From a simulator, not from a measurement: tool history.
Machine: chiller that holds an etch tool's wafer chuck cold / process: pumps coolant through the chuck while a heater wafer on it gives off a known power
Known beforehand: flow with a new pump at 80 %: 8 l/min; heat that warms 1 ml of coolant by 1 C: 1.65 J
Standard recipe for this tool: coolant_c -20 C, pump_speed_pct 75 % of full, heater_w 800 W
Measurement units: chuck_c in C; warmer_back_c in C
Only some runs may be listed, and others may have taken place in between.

run,hour,coolant_c,pump_speed_pct,heater_w,chuck_c,warmer_back_c
1,0.0,-20,75,800,-12.8,4.04
2,46.3,-20,75,800,-12.6,4.00
3,109.0,-20,75,800,-12.6,3.99
4,146.1,-20,75,800,-12.7,4.00
5,195.8,-20,75,800,-12.6,4.03
6,250.0,-24,75,800,-16.6,4.04
7,281.0,-23,75,800,-15.4,4.05
8,331.4,-23,75,800,-15.6,4.02
9,378.6,-23,75,800,-15.5,4.08
10,426.8,-23,75,800,-15.6,4.03
11,472.0,-20,78,800,-12.8,3.90
12,526.5,-20,78,800,-12.8,3.87
13,579.6,-20,78,800,-12.8,3.87
14,629.5,-20,78,800,-12.8,3.91
15,688.3,-20,78,800,-12.7,3.88
16,723.1,-20,78,800,-12.9,3.87
17,778.2,-16,75,800,-8.6,4.04
18,837.5,-20,93,1024,-12.0,4.17
19,866.5,-20,93,1024,-12.0,4.13
20,924.6,-20,75,412,-15.9,2.07
21,960.5,-20,75,513,-15.1,2.62
22,987.8,-20,75,1106,-9.9,5.65
23,1022.1,-30,67,471,-25.1,2.63
24,1050.0,-20,82,1062,-10.9,4.92
25,1108.4,-20,82,1062,-10.8,4.91
26,1172.3,-23,72,988,-13.5,5.23
27,1224.7,-20,75,646,-13.8,3.28
28,1287.2,-25,92,746,-18.9,3.14
29,1313.7,-25,92,746,-18.9,3.12
30,1354.2,-25,92,746,-18.9,3.08
31,1415.9,-28,65,514,-22.3,3.03

Forecast each of these 5 alternatives for the next run:
A,1454.7,-23,89,447,?,?
B,1454.7,-28,65,937,?,?
C,1454.7,-28,69,800,?,?
D,1454.7,-11,79,734,?,?
E,1454.7,-15,92,593,?,?

run,chuck_c,warmer_back_c
A,-19.1,1.91
B,-18.1,5.55
C,-20.0,4.41
D,-4.3,3.59
E,-10.0,2.52
Without the tool's unlogged condition, the same runs would have read:
run,chuck_c,warmer_back_c
A,-19.7,1.82
B,-19.2,5.29
C,-20.9,4.21
D,-5.2,3.43
E,-10.7,2.40

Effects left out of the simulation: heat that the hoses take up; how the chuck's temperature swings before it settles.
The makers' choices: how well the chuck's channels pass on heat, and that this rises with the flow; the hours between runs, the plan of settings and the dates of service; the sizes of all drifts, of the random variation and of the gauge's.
